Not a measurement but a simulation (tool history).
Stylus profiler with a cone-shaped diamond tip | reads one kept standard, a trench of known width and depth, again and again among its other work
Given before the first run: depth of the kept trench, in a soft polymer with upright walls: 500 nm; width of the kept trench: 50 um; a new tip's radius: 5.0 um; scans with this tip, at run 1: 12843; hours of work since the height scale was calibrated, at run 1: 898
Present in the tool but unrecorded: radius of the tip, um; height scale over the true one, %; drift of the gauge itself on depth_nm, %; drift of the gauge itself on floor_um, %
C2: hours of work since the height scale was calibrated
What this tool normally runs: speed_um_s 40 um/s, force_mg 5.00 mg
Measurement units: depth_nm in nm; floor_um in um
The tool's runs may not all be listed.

{"run": 1, "day": 0.0, "speed_um_s": 40, "force_mg": 5.0, "scans with this tip": 12843, "C2": 898, "depth_nm": 505.8, "floor_um": 45.53}
{"run": 2, "day": 2.217, "speed_um_s": 40, "force_mg": 5.0, "scans with this tip": 13172, "C2": 921, "depth_nm": 505.6, "floor_um": 45.5}
{"run": 3, "day": 3.354, "speed_um_s": 40, "force_mg": 5.0, "scans with this tip": 13342, "C2": 933, "depth_nm": 505.75, "floor_um": 45.57}
{"run": 4, "day": 5.608, "speed_um_s": 40, "force_mg": 10.3, "scans with this tip": 13677, "C2": 957, "depth_nm": 509.17, "floor_um": 45.53}
{"run": 5, "day": 7.446, "speed_um_s": 40, "force_mg": 6.16, "scans with this tip": 13950, "C2": 976, "depth_nm": 506.45, "floor_um": 45.52}
{"run": 6, "day": 9.146, "speed_um_s": 40, "force_mg": 6.16, "scans with this tip": 14203, "C2": 993, "depth_nm": 506.71, "floor_um": 45.5}
{"run": 7, "day": 10.583, "speed_um_s": 40, "force_mg": 6.16, "scans with this tip": 14417, "C2": 1008, "depth_nm": 506.69, "floor_um": 45.58}
{"run": 8, "day": 12.612, "speed_um_s": 15, "force_mg": 5.0, "scans with this tip": 14719, "C2": 1029, "depth_nm": 505.45, "floor_um": 45.55}
{"run": 9, "day": 15.171, "speed_um_s": 15, "force_mg": 5.0, "scans with this tip": 15099, "C2": 1056, "depth_nm": 505.62, "floor_um": 45.58}
{"run": 10, "day": 16.912, "speed_um_s": 40, "force_mg": 9.03, "scans with this tip": 15358, "C2": 1074, "depth_nm": 508.58, "floor_um": 45.54}
{"run": 11, "day": 17.996, "speed_um_s": 40, "force_mg": 5.0, "scans with this tip": 15520, "C2": 1085, "depth_nm": 505.57, "floor_um": 45.51}
{"run": 12, "day": 20.1, "speed_um_s": 40, "force_mg": 5.0, "scans with this tip": 15832, "C2": 1107, "depth_nm": 505.57, "floor_um": 45.5}
{"run": 13, "day": 21.433, "speed_um_s": 40, "force_mg": 5.0, "scans with this tip": 16031, "C2": 1121, "depth_nm": 505.66, "floor_um": 45.49}
{"run": 14, "day": 23.033, "speed_um_s": 40, "force_mg": 11.56, "scans with this tip": 16269, "C2": 1138, "depth_nm": 509.83, "floor_um": 45.55}
{"run": 15, "day": 24.504, "speed_um_s": 40, "force_mg": 11.56, "scans with this tip": 16487, "C2": 1153, "depth_nm": 509.89, "floor_um": 45.51}
{"run": 16, "day": 27.067, "speed_um_s": 40, "force_mg": 11.56, "scans with this tip": 16868, "C2": 1180, "depth_nm": 509.98, "floor_um": 45.58}
{"run": 17, "day": 28.883, "speed_um_s": 40, "force_mg": 11.56, "scans with this tip": 17139, "C2": 1199, "depth_nm": 509.98, "floor_um": 45.59}
{"run": 18, "day": 30.058, "speed_um_s": 10, "force_mg": 11.56, "scans with this tip": 17313, "C2": 1211, "depth_nm": 510.03, "floor_um": 45.54}
{"run": 19, "day": 31.296, "speed_um_s": 40, "force_mg": 9.45, "scans with this tip": 17498, "C2": 1224, "depth_nm": 508.76, "floor_um": 45.59}
{"run": 20, "day": 33.683, "speed_um_s": 23, "force_mg": 5.0, "scans with this tip": 17852, "C2": 1249, "depth_nm": 505.87, "floor_um": 45.55}
{"run": 21, "day": 35.825, "speed_um_s": 23, "force_mg": 2.79, "scans with this tip": 18171, "C2": 1271, "depth_nm": 503.87, "floor_um": 45.56}
{"run": 22, "day": 38.038, "speed_um_s": 23, "force_mg": 2.79, "scans with this tip": 18500, "C2": 1294, "depth_nm": 504.06, "floor_um": 45.56}
{"day": 38.667, "done": "height scale calibrated on a step standard"}
{"run": 23, "day": 39.838, "speed_um_s": 40, "force_mg": 5.0, "scans with this tip": 18765, "C2": 12, "depth_nm": 505.79, "floor_um": 45.5}
{"run": 24, "day": 41.196, "speed_um_s": 40, "force_mg": 6.87, "scans with this tip": 18967, "C2": 26, "depth_nm": 506.96, "floor_um": 45.51}
{"run": 25, "day": 43.067, "speed_um_s": 12, "force_mg": 4.67, "scans with this tip": 19245, "C2": 46, "depth_nm": 505.42, "floor_um": 45.6}
{"run": 26, "day": 45.496, "speed_um_s": 40, "force_mg": 2.29, "scans with this tip": 19607, "C2": 71, "depth_nm": 503.57, "floor_um": 45.43}
{"run": 27, "day": 47.796, "speed_um_s": 45, "force_mg": 10.96, "scans with this tip": 19949, "C2": 95, "depth_nm": 509.62, "floor_um": 45.5}
{"run": 28, "day": 49.621, "speed_um_s": 104, "force_mg": 5.56, "scans with this tip": 20220, "C2": 114, "depth_nm": 505.92, "floor_um": 45.3}
{"run": 29, "day": 51.742, "speed_um_s": 116, "force_mg": 3.22, "scans with this tip": 20536, "C2": 136, "depth_nm": 504.43, "floor_um": 45.2}
{"run": 30, "day": 52.854, "speed_um_s": 118, "force_mg": 7.39, "scans with this tip": 20701, "C2": 148, "depth_nm": 507.15, "floor_um": 45.35}
{"run": 31, "day": 54.008, "speed_um_s": 76, "force_mg": 8.25, "scans with this tip": 20872, "C2": 160, "depth_nm": 507.9, "floor_um": 45.46}
{"run": 32, "day": 55.662, "speed_um_s": 59, "force_mg": 14.66, "scans with this tip": 21118, "C2": 177, "depth_nm": 511.72, "floor_um": 45.53}
{"run": 33, "day": 57.992, "speed_um_s": 135, "force_mg": 6.44, "scans with this tip": 21465, "C2": 201, "depth_nm": 506.72, "floor_um": 45.22}
{"run": 34, "day": 60.571, "speed_um_s": 135, "force_mg": 6.44, "scans with this tip": 21848, "C2": 228, "depth_nm": 506.64, "floor_um": 45.29}
{"run": 35, "day": 61.833, "speed_um_s": 135, "force_mg": 6.44, "scans with this tip": 22036, "C2": 241, "depth_nm": 506.84, "floor_um": 45.26}
{"run": 36, "day": 63.346, "speed_um_s": 65, "force_mg": 1.95, "scans with this tip": 22261, "C2": 257, "depth_nm": 502.89, "floor_um": 45.28}
{"run": 37, "day": 64.579, "speed_um_s": 65, "force_mg": 1.95, "scans with this tip": 22445, "C2": 270, "depth_nm": 502.99, "floor_um": 45.28}
{"run": 38, "day": 65.95, "speed_um_s": 23, "force_mg": 2.7, "scans with this tip": 22649, "C2": 284, "depth_nm": 503.98, "floor_um": 45.53}
{"day": 67.342, "done": "new tip fitted, height scale calibrated"}
{"run": 39, "day": 68.588, "speed_um_s": 137, "force_mg": 4.46, "scans with this tip": 185, "C2": 13, "depth_nm": 505.4, "floor_um": 45.2}
{"run": 40, "day": 69.779, "speed_um_s": 140, "force_mg": 2.31, "scans with this tip": 362, "C2": 25, "depth_nm": 503.22, "floor_um": 45.1}
{"run": 41, "day": 72.225, "speed_um_s": 41, "force_mg": 3.12, "scans with this tip": 726, "C2": 51, "depth_nm": 504.05, "floor_um": 45.49}
{"run": 42, "day": 73.317, "speed_um_s": 111, "force_mg": 12.89, "scans with this tip": 889, "C2": 62, "depth_nm": 510.74, "floor_um": 45.44}
{"run": 43, "day": 75.917, "speed_um_s": 40, "force_mg": 6.75, "scans with this tip": 1275, "C2": 89, "depth_nm": 506.99, "floor_um": 45.59}
{"run": 44, "day": 77.142, "speed_um_s": 22, "force_mg": 2.1, "scans with this tip": 1458, "C2": 102, "depth_nm": 503.01, "floor_um": 45.57}
{"run": 45, "day": 78.592, "speed_um_s": 22, "force_mg": 2.1, "scans with this tip": 1673, "C2": 117, "depth_nm": 502.98, "floor_um": 45.57}

What would each run have given without the hidden state, its run-to-run variation left as it was?
run=1 floor_um=45.55
run=2 floor_um=45.52
run=3 floor_um=45.59
run=4 floor_um=45.55
run=5 floor_um=45.54
run=6 floor_um=45.52
run=7 floor_um=45.60
run=8 floor_um=45.58
run=9 floor_um=45.61
run=10 floor_um=45.57
run=11 floor_um=45.54
run=12 floor_um=45.52
run=13 floor_um=45.52
run=14 floor_um=45.58
run=15 floor_um=45.54
run=16 floor_um=45.61
run=17 floor_um=45.61
run=18 floor_um=45.57
run=19 floor_um=45.62
run=20 floor_um=45.58
run=21 floor_um=45.59
run=22 floor_um=45.59
run=23 floor_um=45.53
run=24 floor_um=45.54
run=25 floor_um=45.63
run=26 floor_um=45.46
run=27 floor_um=45.54
run=28 floor_um=45.33
run=29 floor_um=45.24
run=30 floor_um=45.39
run=31 floor_um=45.50
run=32 floor_um=45.56
run=33 floor_um=45.26
run=34 floor_um=45.33
run=35 floor_um=45.29
run=36 floor_um=45.32
run=37 floor_um=45.31
run=38 floor_um=45.57
run=39 floor_um=45.20
run=40 floor_um=45.10
run=41 floor_um=45.49
run=42 floor_um=45.44
run=43 floor_um=45.59
run=44 floor_um=45.58
run=45 floor_um=45.58
depth_nm: within 0.02 nm of the measured result in every run.

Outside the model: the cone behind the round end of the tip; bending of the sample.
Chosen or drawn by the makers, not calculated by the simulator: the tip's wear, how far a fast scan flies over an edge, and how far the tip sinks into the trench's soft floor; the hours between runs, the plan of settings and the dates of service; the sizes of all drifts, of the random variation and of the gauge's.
